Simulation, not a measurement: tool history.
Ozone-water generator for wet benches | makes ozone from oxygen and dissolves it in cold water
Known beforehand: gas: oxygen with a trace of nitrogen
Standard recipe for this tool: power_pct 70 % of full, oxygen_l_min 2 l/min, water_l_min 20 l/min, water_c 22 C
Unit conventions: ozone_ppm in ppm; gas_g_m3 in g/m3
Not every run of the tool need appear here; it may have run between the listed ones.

{"run": 1, "hour": 0.0, "power_pct": 70, "oxygen_l_min": 2, "water_l_min": 20, "water_c": 22, "ozone_ppm": 8.8, "gas_g_m3": 220.9}
{"run": 2, "hour": 39.1, "power_pct": 70, "oxygen_l_min": 2, "water_l_min": 20, "water_c": 22, "ozone_ppm": 8.6, "gas_g_m3": 224}
{"run": 3, "hour": 58.6, "power_pct": 70, "oxygen_l_min": 2, "water_l_min": 20, "water_c": 22, "ozone_ppm": 8.6, "gas_g_m3": 222.8}
{"run": 4, "hour": 92.6, "power_pct": 70, "oxygen_l_min": 2, "water_l_min": 20, "water_c": 22, "ozone_ppm": 8.6, "gas_g_m3": 223}
{"run": 5, "hour": 117.4, "power_pct": 70, "oxygen_l_min": 2.22, "water_l_min": 20, "water_c": 22, "ozone_ppm": 8.9, "gas_g_m3": 206.4}
{"run": 6, "hour": 156.8, "power_pct": 70, "oxygen_l_min": 2, "water_l_min": 20, "water_c": 22, "ozone_ppm": 8.5, "gas_g_m3": 221.7}
{"run": 7, "hour": 177.4, "power_pct": 70, "oxygen_l_min": 2, "water_l_min": 20, "water_c": 22, "ozone_ppm": 8.4, "gas_g_m3": 220.5}
{"run": 8, "hour": 204.2, "power_pct": 43, "oxygen_l_min": 2.21, "water_l_min": 20, "water_c": 22, "ozone_ppm": 5.7, "gas_g_m3": 132.1}
{"run": 9, "hour": 230.4, "power_pct": 87, "oxygen_l_min": 1.88, "water_l_min": 20, "water_c": 25, "ozone_ppm": 10.2, "gas_g_m3": 281}
{"run": 10, "hour": 248.0, "power_pct": 70, "oxygen_l_min": 1.04, "water_l_min": 20, "water_c": 27, "ozone_ppm": 7.8, "gas_g_m3": 343.2}
{"run": 11, "hour": 286.8, "power_pct": 70, "oxygen_l_min": 1.15, "water_l_min": 20, "water_c": 28, "ozone_ppm": 7.9, "gas_g_m3": 322.3}
{"run": 12, "hour": 321.2, "power_pct": 70, "oxygen_l_min": 1.15, "water_l_min": 20, "water_c": 28, "ozone_ppm": 7.8, "gas_g_m3": 323.9}
{"run": 13, "hour": 339.0, "power_pct": 50, "oxygen_l_min": 2, "water_l_min": 20, "water_c": 16, "ozone_ppm": 6.7, "gas_g_m3": 164.6}

Here are 4 independent what-if runs from the current tool condition. What would each one return?
{"run": "A", "hour": 371.5, "power_pct": 70, "oxygen_l_min": 2, "water_l_min": 20, "water_c": 22, "ozone_ppm": "?", "gas_g_m3": "?"}
{"run": "B", "hour": 371.5, "power_pct": 50, "oxygen_l_min": 2, "water_l_min": 22, "water_c": 16, "ozone_ppm": "?", "gas_g_m3": "?"}
{"run": "C", "hour": 371.5, "power_pct": 70, "oxygen_l_min": 1.82, "water_l_min": 20, "water_c": 22, "ozone_ppm": "?", "gas_g_m3": "?"}
{"run": "D", "hour": 371.5, "power_pct": 50, "oxygen_l_min": 2, "water_l_min": 20, "water_c": 17, "ozone_ppm": "?", "gas_g_m3": "?"}

run=A ozone_ppm=8.8 gas_g_m3=220.9
run=B ozone_ppm=6 gas_g_m3=163
run=C ozone_ppm=8.5 gas_g_m3=234.2
run=D ozone_ppm=6.8 gas_g_m3=165.9
Without the tool's unlogged condition, the same runs would have read:
run=A ozone_ppm=10 gas_g_m3=223.6
run=B ozone_ppm=6.8 gas_g_m3=164.4
run=C ozone_ppm=9.7 gas_g_m3=237
run=D ozone_ppm=7.7 gas_g_m3=167.3

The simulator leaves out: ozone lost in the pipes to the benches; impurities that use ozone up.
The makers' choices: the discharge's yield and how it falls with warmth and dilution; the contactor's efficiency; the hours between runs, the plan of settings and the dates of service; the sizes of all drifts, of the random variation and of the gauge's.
